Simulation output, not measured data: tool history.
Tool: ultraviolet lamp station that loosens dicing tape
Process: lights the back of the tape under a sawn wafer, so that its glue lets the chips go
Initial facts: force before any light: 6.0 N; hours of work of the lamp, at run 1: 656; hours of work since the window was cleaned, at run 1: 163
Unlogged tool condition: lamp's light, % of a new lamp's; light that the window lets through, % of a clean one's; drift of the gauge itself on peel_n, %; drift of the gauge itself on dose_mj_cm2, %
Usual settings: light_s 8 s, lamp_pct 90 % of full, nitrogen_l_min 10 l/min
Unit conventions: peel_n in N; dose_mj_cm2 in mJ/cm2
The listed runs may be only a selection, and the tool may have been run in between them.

run	hour	light_s	lamp_pct	nitrogen_l_min	hours of work of the lamp	hours of work since the window was cleaned	peel_n	dose_mj_cm2
1	0	8	90	10	656	163	1.425	325
# hour 60: lamp changed
2	72.1	8	90	10	5	192	0.728	514
3	112.6	8	90	10	21	208	0.733	501
4	182.3	8	90	10	49	237	0.79	493
5	263.2	8	65	10	82	269	1.373	348
# hour 301.9: window cleaned of glue's vapour
6	317.2	8	76	10	104	6	1.153	383
7	373	8	76	10	126	29	1.184	375
8	446.6	4	76	10	156	59	2.617	182
9	520.6	4	76	10	186	89	2.767	177
10	586.5	5	90	10	213	115	1.964	256
11	642.9	8	90	10	236	138	1.072	398
12	699.8	8	64	10	259	161	1.748	278
13	763.3	8	64	10	284	187	1.776	266
# hour 815.8: window cleaned of glue's vapour, once more
14	835.6	8	64	10	314	8	1.422	320
15	905.3	8	90	10	342	36	0.927	438
16	946.1	7	73	10	358	53	1.54	303
17	981.8	8	90	15	373	67	0.817	429
18	1047.1	5	90	9	399	94	1.939	255
19	1132.4	8	63	3	434	128	2.562	278
20	1177.7	7	90	3	452	146	2.191	340
21	1231.6	7	90	3	474	168	2.197	333
22	1312.3	6	90	10	506	201	1.76	273
23	1352.4	8	95	13	523	217	1.058	382
24	1407.2	10	91	13	545	239	0.795	445
25	1470.9	6	67	13	571	265	2.4	191
# hour 1524.6: window cleaned of glue's vapour
26	1554.5	5	62	14	604	12	2.773	155

Forecast run 27:
27	1599.8	8	73	10	623	30	?	?

Run 27 produced peel_n 1.71 N, dose_mj_cm2 288 mJ/cm2.
Take away the tool's hidden state, keep the run-to-run variation as it was, and the same run would have given peel_n 0.915 N, dose_mj_cm2 451 mJ/cm2.
